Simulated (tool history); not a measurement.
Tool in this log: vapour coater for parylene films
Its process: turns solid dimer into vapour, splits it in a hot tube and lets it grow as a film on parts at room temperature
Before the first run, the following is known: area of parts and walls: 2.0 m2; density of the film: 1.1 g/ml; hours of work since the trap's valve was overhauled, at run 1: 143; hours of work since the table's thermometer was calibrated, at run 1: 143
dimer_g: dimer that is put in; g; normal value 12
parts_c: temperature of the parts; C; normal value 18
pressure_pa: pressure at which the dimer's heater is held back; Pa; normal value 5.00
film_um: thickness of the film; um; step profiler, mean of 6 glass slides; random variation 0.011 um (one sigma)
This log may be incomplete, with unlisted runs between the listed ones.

run    hour  dimer_g  parts_c  pressure_pa  hours of work since the trap's valve was overhauled  hours of work since the table's thermometer was calibrated  film_um
  1     0.0       12       18         5.00                                                  143                                                         143     2.49
  2    42.7       12       20         5.00                                                  181                                                         181     2.27
  3   109.2       12       20         5.00                                                  240                                                         240     2.28
  4   146.7       12       27         5.00                                                  274                                                         274     1.69
  5   189.3       12       18         5.00                                                  311                                                         311     2.47
  6   227.5       12       18         5.00                                                  345                                                         345     2.45
  7   272.0       12       18         5.00                                                  385                                                         385     2.47
  8   304.3       12       18         5.00                                                  413                                                         413     2.44
  9   338.6       12       18         5.00                                                  444                                                         444     2.46
 10   400.9       12       18         5.00                                                  499                                                         499     2.46
 11   460.1       12       18         5.00                                                  552                                                         552     2.44
 12   503.6       12       18         5.00                                                  591                                                         591     2.45
 13   556.7       12       18         5.00                                                  638                                                         638     2.44
      602.4  -- trap's valve overhauled
 14   626.3       12       18         5.00                                                   21                                                         696     2.46
 15   680.1       12       18         5.00                                                   69                                                         744     2.46
 16   724.3        8       18         5.00                                                  108                                                         783     1.59
 17   763.5       12       18         5.00                                                  143                                                         818     2.45
 18   811.9       12       18         5.00                                                  186                                                         861     2.44
 19   847.8       12       18         5.00                                                  218                                                         893     2.43
 20   882.9       12       18         5.00                                                  249                                                         924     2.45
 21   936.8       14       18         5.00                                                  297                                                         972     2.83
 22   971.0       14       18         5.00                                                  327                                                        1002     2.84
 23  1038.7       12       18         5.00                                                  388                                                        1062     2.43
 24  1077.3        7       18         5.00                                                  422                                                        1097     1.42
 25  1143.8       13       16         3.00                                                  481                                                        1156     3.13
 26  1191.7        7       12        10.32                                                  523                                                        1198     1.59
 27  1255.9        7       12        10.32                                                  580                                                        1255     1.59
 28  1319.8       12       12        11.56                                                  637                                                        1312     2.67
 29  1349.0        8       20         5.92                                                  663                                                        1338     1.41
     1367.8  -- trap's valve overhauled
 30  1390.2        8       20         5.92                                                   20                                                        1371     1.43
     1397.6  -- table's thermometer calibrated
 31  1435.2        8       20         5.92                                                   59                                                          33     1.43
 32  1463.7       13       12         2.55                                                   84                                                          59     3.78
 33  1508.2       20       29         2.55                                                  124                                                          98     2.86
     1512.2  -- gauge calibrated
 34  1563.9       12       16         3.15                                                  173                                                         148     2.94
 35  1604.2       12       16         3.15                                                  209                                                         183     2.93
 36  1635.8       12       19         6.49                                                  237                                                         212     2.27
 37  1664.0       21       29         6.49                                                  262                                                         237     2.58
 38  1721.9        6       16         5.00                                                  314                                                         288     1.34
 39  1767.2        6       16         9.57                                                  354                                                         328     1.18
 40  1798.3        6       16         9.57                                                  381                                                         356     1.19
 41  1858.1       15       16         3.35                                                  435                                                         409     3.59
 42  1895.3       12       19         5.98                                                  468                                                         442     2.29
 43  1925.0       12       19         5.98                                                  494                                                         468     2.29
 44  1979.1       16       18         5.00                                                  542                                                         516     3.26
 45  2044.2       12       16         5.00                                                  600                                                         574     2.67

Per-run results on a tool with no hidden state, each run keeping its own random variation:
Hidden state present: vapour lost through the trap's worn valve, %; true temperature of the parts over the reading, C; drift of the gauge itself on film_um, %.
run  film_um
  1     2.49
  2     2.27
  3     2.28
  4     1.70
  5     2.48
  6     2.46
  7     2.49
  8     2.46
  9     2.48
 10     2.48
 11     2.46
 12     2.47
 13     2.48
 14     2.48
 15     2.49
 16     1.61
 17     2.48
 18     2.48
 19     2.47
 20     2.49
 21     2.89
 22     2.90
 23     2.48
 24     1.45
 25     3.20
 26     1.63
 27     1.63
 28     2.74
 29     1.45
 30     1.47
 31     1.47
 32     3.90
 33     2.95
 34     2.95
 35     2.94
 36     2.27
 37     2.59
 38     1.35
 39     1.18
 40     1.19
 41     3.61
 42     2.31
 43     2.31
 44     3.30
 45     2.70
